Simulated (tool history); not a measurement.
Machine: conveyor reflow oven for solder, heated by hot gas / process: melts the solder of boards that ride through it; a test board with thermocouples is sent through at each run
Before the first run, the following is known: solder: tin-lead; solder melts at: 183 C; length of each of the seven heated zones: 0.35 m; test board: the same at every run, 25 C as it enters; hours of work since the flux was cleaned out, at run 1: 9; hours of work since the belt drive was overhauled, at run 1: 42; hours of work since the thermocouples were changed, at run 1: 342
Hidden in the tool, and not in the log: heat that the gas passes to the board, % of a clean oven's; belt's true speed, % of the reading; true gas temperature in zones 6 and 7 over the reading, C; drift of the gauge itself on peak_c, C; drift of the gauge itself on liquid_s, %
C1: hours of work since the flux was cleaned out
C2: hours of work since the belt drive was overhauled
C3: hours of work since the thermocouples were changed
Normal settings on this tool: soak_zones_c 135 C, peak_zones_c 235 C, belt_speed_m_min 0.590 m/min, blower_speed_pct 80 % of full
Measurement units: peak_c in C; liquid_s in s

run 1 hour=0.0 | soak_zones_c=135 peak_zones_c=235 belt_speed_m_min=0.590 blower_speed_pct=80 | C1=9 C2=42 C3=342 | peak_c=221.7 liquid_s=56.0
run 2 hour=17.3 | soak_zones_c=135 peak_zones_c=235 belt_speed_m_min=0.590 blower_speed_pct=80 | C1=17 C2=50 C3=350 | peak_c=221.9 liquid_s=56.2
run 3 hour=36.0 | soak_zones_c=135 peak_zones_c=235 belt_speed_m_min=0.590 blower_speed_pct=80 | C1=25 C2=59 C3=358 | peak_c=221.7 liquid_s=56.2
run 4 hour=56.8 | soak_zones_c=135 peak_zones_c=235 belt_speed_m_min=0.590 blower_speed_pct=80 | C1=35 C2=68 C3=368 | peak_c=221.7 liquid_s=56.1
run 5 hour=70.8 | soak_zones_c=135 peak_zones_c=235 belt_speed_m_min=0.590 blower_speed_pct=80 | C1=41 C2=75 C3=374 | peak_c=221.7 liquid_s=55.9
run 6 hour=93.4 | soak_zones_c=135 peak_zones_c=235 belt_speed_m_min=0.590 blower_speed_pct=80 | C1=52 C2=85 C3=385 | peak_c=222.0 liquid_s=56.0
-- hour=100.0 flux residue cleaned out of gas plates and filters
run 7 hour=115.0 | soak_zones_c=132 peak_zones_c=235 belt_speed_m_min=0.590 blower_speed_pct=80 | C1=7 C2=92 C3=392 | peak_c=221.2 liquid_s=54.5
run 8 hour=128.0 | soak_zones_c=131 peak_zones_c=237 belt_speed_m_min=0.590 blower_speed_pct=80 | C1=13 C2=98 C3=398 | peak_c=223.1 liquid_s=55.4
run 9 hour=150.0 | soak_zones_c=131 peak_zones_c=237 belt_speed_m_min=0.590 blower_speed_pct=80 | C1=23 C2=108 C3=408 | peak_c=222.7 liquid_s=55.2
run 10 hour=164.7 | soak_zones_c=131 peak_zones_c=237 belt_speed_m_min=0.590 blower_speed_pct=80 | C1=30 C2=115 C3=415 | peak_c=222.9 liquid_s=55.6
run 11 hour=190.5 | soak_zones_c=131 peak_zones_c=237 belt_speed_m_min=0.590 blower_speed_pct=80 | C1=41 C2=127 C3=427 | peak_c=222.8 liquid_s=55.8
-- hour=201.8 flux residue cleaned out of gas plates and filters, once more
run 12 hour=206.5 | soak_zones_c=125 peak_zones_c=234 belt_speed_m_min=0.673 blower_speed_pct=80 | C1=2 C2=132 C3=432 | peak_c=215.2 liquid_s=42.1

Below are 5 alternative next runs, each starting from the tool's condition after run 12. Predict each:
run A hour=229.9 | soak_zones_c=135 peak_zones_c=235 belt_speed_m_min=0.590 blower_speed_pct=68 | C1=13 C2=143 C3=443 | peak_c=? liquid_s=?
run B hour=229.9 | soak_zones_c=126 peak_zones_c=245 belt_speed_m_min=0.594 blower_speed_pct=80 | C1=13 C2=143 C3=443 | peak_c=? liquid_s=?
run C hour=229.9 | soak_zones_c=136 peak_zones_c=243 belt_speed_m_min=0.673 blower_speed_pct=59 | C1=13 C2=143 C3=443 | peak_c=? liquid_s=?
run D hour=229.9 | soak_zones_c=135 peak_zones_c=235 belt_speed_m_min=0.641 blower_speed_pct=80 | C1=13 C2=143 C3=443 | peak_c=? liquid_s=?
run E hour=229.9 | soak_zones_c=136 peak_zones_c=250 belt_speed_m_min=0.673 blower_speed_pct=52 | C1=13 C2=143 C3=443 | peak_c=? liquid_s=?

run=A peak_c=219.9 liquid_s=53.8
run=B peak_c=229.8 liquid_s=57.2
run=C peak_c=218.4 liquid_s=46.1
run=D peak_c=219.4 liquid_s=50.0
run=E peak_c=221.6 liquid_s=48.0
Without the tool's unlogged condition, the same runs would have read:
run=A peak_c=218.6 liquid_s=52.6
run=B peak_c=228.4 liquid_s=56.2
run=C peak_c=217.2 liquid_s=45.1
run=D peak_c=218.1 liquid_s=49.0
run=E peak_c=220.3 liquid_s=46.9

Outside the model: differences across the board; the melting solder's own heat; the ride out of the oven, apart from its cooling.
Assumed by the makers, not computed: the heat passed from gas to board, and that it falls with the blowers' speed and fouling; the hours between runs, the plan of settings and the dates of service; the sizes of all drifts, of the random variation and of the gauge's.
